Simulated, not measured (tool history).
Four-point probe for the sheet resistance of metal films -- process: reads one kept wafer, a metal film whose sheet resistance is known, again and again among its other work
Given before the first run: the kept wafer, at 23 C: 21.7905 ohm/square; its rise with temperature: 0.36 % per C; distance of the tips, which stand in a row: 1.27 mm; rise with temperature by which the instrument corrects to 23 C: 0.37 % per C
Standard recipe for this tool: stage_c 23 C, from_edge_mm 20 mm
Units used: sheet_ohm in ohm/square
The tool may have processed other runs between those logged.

| run | day | stage_c | from_edge_mm | sheet_ohm |
|---|---|---|---|---|
| 1 | 0.000 | 23 | 20 | 21.847696 |
| 2 | 0.946 | 23 | 42 | 21.805495 |
| 3 | 1.925 | 23 | 3 | 23.701353 |
| 4 | 3.108 | 32 | 3 | 23.693526 |
| 5 | 4.488 | 23 | 37 | 21.815028 |
| 6 | 5.146 | 23 | 4 | 22.916144 |
| 7 | 5.971 | 23 | 4 | 22.917296 |
| 8 | 6.975 | 23 | 7 | 22.172083 |
| 9 | 8.342 | 19 | 12 | 21.935608 |
| 10 | 9.833 | 29 | 15 | 21.872824 |
| 11 | 10.583 | 30 | 38 | 21.804439 |
| 12 | 11.600 | 34 | 21 | 21.828050 |
| 13 | 12.283 | 34 | 21 | 21.824702 |
| 14 | 13.600 | 34 | 21 | 21.826910 |
| 15 | 14.408 | 34 | 21 | 21.831182 |
|  | 15.392 | stage's thermometer calibrated |
| 16 | 15.904 | 25 | 13 | 21.977919 |

Consider 3 possible next runs. They are alternatives, not a sequence: every one starts from the tool as it was left by run 16. What does each give?
| A | 17.162 | 33 | 21 | ? |
| B | 17.162 | 25 | 4 | ? |
| C | 17.162 | 21 | 3 | ? |

| run | sheet_ohm |
|---|---|
| A | 21.897433 |
| B | 22.985998 |
| C | 23.774488 |
The same runs, with their run-to-run variation unchanged, on a tool lacking any hidden condition would have given:
| run | sheet_ohm |
|---|---|
| A | 21.816153 |
| B | 22.901148 |
| C | 23.687082 |
